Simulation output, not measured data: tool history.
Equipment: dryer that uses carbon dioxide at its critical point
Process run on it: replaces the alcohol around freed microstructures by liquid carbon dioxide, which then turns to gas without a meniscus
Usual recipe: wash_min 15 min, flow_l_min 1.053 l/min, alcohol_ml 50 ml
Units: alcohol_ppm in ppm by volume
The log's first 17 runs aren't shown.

run     day  wash_min  flow_l_min  alcohol_ml  hours of work since the filter was changed  hours of work since the purifier's bed was changed  alcohol_ppm
 18  29.588        15       1.053          50                                         420                                                 713          284
 19  31.800        13       1.053          40                                         459                                                 752          395
     32.762  -- inlet filter changed
 20  32.933        13       1.053          40                                           3                                                 772          305
 21  34.729        10       1.053          50                                          35                                                 804          744
 22  35.917        15       1.650          48                                          56                                                 825          168
 23  36.971        15       1.650          48                                          75                                                 843          173
 24  38.925        12       1.070          48                                         109                                                 878          441
 25  41.475        13       1.070         119                                         154                                                 923          651
 26  44.058        13       1.070         119                                         200                                                 969          677
 27  45.312        13       0.660          53                                         222                                                 991         1759
 28  47.567        13       0.660          53                                         262                                                1031         1747
 29  49.675        13       0.660          53                                         300                                                1068         1804
 30  52.158        10       0.660          21                                         344                                                1112         1456
 31  54.354        10       1.053          50                                         383                                                1151         1015
     54.954  -- purifier's bed changed
 32  56.762        10       1.053          50                                         423                                                  32          822

Forecast each of these 4 alternatives for the next run:
  A  59.088        24       0.800          45                                         464                                                  73            ?
  B  59.088        15       0.960          38                                         464                                                  73            ?
  C  59.088        17       1.300         104                                         464                                                  73            ?
  D  59.088        15       1.053          29                                         464                                                  73            ?

run  alcohol_ppm
  A           65
  B          206
  C           64
  D          104
The same runs, with their run-to-run variation unchanged, on a tool lacking any hidden condition would have given:
run  alcohol_ppm
  A           24
  B          112
  C           27
  D           50
